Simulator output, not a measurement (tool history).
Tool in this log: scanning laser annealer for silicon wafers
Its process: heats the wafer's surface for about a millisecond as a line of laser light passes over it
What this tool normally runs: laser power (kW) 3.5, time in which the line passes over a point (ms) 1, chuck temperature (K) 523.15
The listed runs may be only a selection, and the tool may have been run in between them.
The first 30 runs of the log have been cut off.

run,day,laser power (kW),time in which the line passes over a point (ms),chuck temperature (K),hours of work since the window was cleaned,hours of work since the power meter was calibrated,hours of work since the optics were aligned,highest temperature of the surface (K)
31,20.629,3.831,0.76,552.15,532,734,780,1248.15
32,21.317,3.041,0.86,486.15,543,745,791,1053.15
33,22.154,3.693,0.82,517.15,556,758,804,1208.15
34,23.054,3.693,0.81,517.15,570,773,819,1200.15
35,23.788,3.693,0.81,517.15,582,784,830,1202.15
36,24.158,3.778,0.74,492.15,588,790,836,1164.15
37,24.846,3.256,1.18,493.15,599,801,847,1205.15
38,25.262,3.256,1.18,493.15,606,808,854,1203.15
39,26.158,3.517,0.99,561.15,620,822,868,1274.15
40,26.671,3.517,0.99,561.15,628,830,876,1273.15
41,27.175,3.517,0.99,561.15,636,838,884,1274.15

Alternative continuations, all from the tool just after run 41; predict every row:
A,27.558,3.252,0.91,535.15,642,844,890,?
B,27.558,3.482,1,523.15,642,844,890,?
C,27.558,3.517,1.01,499.15,642,844,890,?

run,highest temperature of the surface (K)
A,1157.15
B,1232.15
C,1217.15
Without the tool's hidden state the same runs would have given:
run,highest temperature of the surface (K)
A,1202.15
B,1282.15
C,1268.15

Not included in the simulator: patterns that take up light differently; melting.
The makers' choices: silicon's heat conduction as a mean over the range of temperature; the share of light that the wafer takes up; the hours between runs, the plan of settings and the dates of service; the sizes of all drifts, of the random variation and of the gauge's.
